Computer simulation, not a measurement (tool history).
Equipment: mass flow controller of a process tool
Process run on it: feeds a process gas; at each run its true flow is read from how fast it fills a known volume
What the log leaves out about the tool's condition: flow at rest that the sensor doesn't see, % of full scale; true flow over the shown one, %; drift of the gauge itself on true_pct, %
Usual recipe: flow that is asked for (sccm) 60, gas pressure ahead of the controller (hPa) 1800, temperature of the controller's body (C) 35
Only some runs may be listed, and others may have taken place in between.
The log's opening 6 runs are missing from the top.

run,hour,flow that is asked for (sccm),gas pressure ahead of the controller (hPa),temperature of the controller's body (C),hours of work since the controller was set to zero,hours of work since the controller was changed,true flow (%)
7,1605.2,60,1800,35,2366,2366,99.18
8,1818.5,31,1800,35,2472,2472,98.81
9,2061.2,31,1800,35,2592,2592,98.89
10,2269.2,60,1800,35,2694,2694,99.58
11,2540.2,60,1800,35,2828,2828,99.71
12,2860.5,26,1800,35,2986,2986,99.23
13,3055,26,1800,35,3082,3082,99.33
# hour 3178.2: gauge calibrated
14,3327.2,11,1800,35,3217,3217,97.52
15,3604.9,11,1800,35,3354,3354,97.79
16,3781.9,11,1800,35,3441,3441,97.93
17,4119.1,60,1800,35,3608,3608,98.95
18,4299.3,60,1800,35,3697,3697,98.78
19,4493.6,60,1800,35,3792,3792,99.07
20,4684.5,60,1910,35,3887,3887,99.11
21,4888.6,60,2220,35,3988,3988,99.02
22,5050.8,60,2220,35,4068,4068,99.17
23,5395.4,39,1800,35,4238,4238,99.18
24,5704.7,39,1800,35,4390,4390,99.27
25,5940.3,88,2650,36,4507,4507,99.6

Run 26, settings as shown, results not yet in. Your forecast:
26,6115.4,88,1590,27,4593,4593,?

true flow (%): 101.22
Take away the tool's hidden state, keep the run-to-run variation as it was, and the same run would have given true flow (%) 99.79.
